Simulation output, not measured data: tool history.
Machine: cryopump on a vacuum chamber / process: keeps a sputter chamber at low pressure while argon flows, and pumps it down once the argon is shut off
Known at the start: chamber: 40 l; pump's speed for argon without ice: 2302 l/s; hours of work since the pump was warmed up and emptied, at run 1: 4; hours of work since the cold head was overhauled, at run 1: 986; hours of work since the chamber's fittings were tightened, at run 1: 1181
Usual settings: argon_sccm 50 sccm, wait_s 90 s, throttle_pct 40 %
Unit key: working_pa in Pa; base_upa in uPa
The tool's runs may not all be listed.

run,hour,argon_sccm,wait_s,throttle_pct,hours of work since the pump was warmed up and emptied,hours of work since the cold head was overhauled,hours of work since the chamber's fittings were tightened,working_pa,base_upa
1,0,50,90,40,4,986,1181,0.0929,1.08
2,26,50,90,40,16,998,1193,0.0923,1.04
3,79.2,50,90,40,40,1022,1217,0.0933,1.07
4,113.1,50,90,40,55,1037,1232,0.0951,1.03
5,146,50,90,40,70,1052,1247,0.0946,1.13
6,175.5,21,79,40,83,1066,1261,0.0397,1.21
7,211.7,21,79,40,100,1082,1277,0.0404,1.23
8,240.8,21,79,40,113,1095,1290,0.0396,1.19
9,280.1,45,23,16,131,1113,1308,0.2102,3.14
10,308.8,45,23,16,144,1126,1321,0.2107,3.16

3 ways to go on from here, each from the tool as it stands after run 10. What would each give?
A,358.8,26,188,20,166,1149,1344,?,?
B,358.8,23,110,16,166,1149,1344,?,?
C,358.8,50,90,18,166,1149,1344,?,?

run,working_pa,base_upa
A,0.0982,0.76
B,0.1078,1.01
C,0.2092,1.12
Without the tool's unlogged condition, the same runs would have read:
run,working_pa,base_upa
A,0.0954,0.45
B,0.1053,0.7
C,0.2039,0.81

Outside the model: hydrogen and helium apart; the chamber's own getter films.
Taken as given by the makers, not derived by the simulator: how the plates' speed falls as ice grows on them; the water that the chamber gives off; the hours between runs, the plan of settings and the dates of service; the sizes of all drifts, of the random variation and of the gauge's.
